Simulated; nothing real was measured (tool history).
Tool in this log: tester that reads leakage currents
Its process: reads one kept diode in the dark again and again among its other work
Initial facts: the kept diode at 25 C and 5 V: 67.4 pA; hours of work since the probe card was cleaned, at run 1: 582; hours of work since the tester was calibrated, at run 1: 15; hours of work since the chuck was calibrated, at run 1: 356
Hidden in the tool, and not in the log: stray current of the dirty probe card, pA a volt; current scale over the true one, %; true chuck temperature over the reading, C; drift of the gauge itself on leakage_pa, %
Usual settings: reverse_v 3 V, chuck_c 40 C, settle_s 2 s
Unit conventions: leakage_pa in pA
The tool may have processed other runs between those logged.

run	hour	reverse_v	chuck_c	settle_s	hours of work since the probe card was cleaned	hours of work since the tester was calibrated	hours of work since the chuck was calibrated	leakage_pa
1	0	3	40	2	582	15	356	195.59
2	23.5	3	40	0.32	600	32	373	199.02
3	54.1	3	26	2	622	55	395	57.35
4	91.8	3	40	2	650	82	423	194.79
5	125.4	3	40	2	674	107	447	195.44
6	160.5	3	40	2	700	133	473	194.96
7	194.6	3	40	2	725	158	498	194.17
8	235	3	40	2	754	187	527	194.6
9	283.2	3	40	2	789	222	563	193.7
10	315.9	3	40	2	813	246	586	193.33
11	364.4	4.88	40	2	849	282	622	244.56

Expected results for the next run?
12	408.4	3	40	2	881	314	654	?

Run 12 produced leakage_pa 192.45 pA.
If the tool had no hidden condition, the same run with the same run-to-run variation would have returned leakage_pa 199.19 pA.

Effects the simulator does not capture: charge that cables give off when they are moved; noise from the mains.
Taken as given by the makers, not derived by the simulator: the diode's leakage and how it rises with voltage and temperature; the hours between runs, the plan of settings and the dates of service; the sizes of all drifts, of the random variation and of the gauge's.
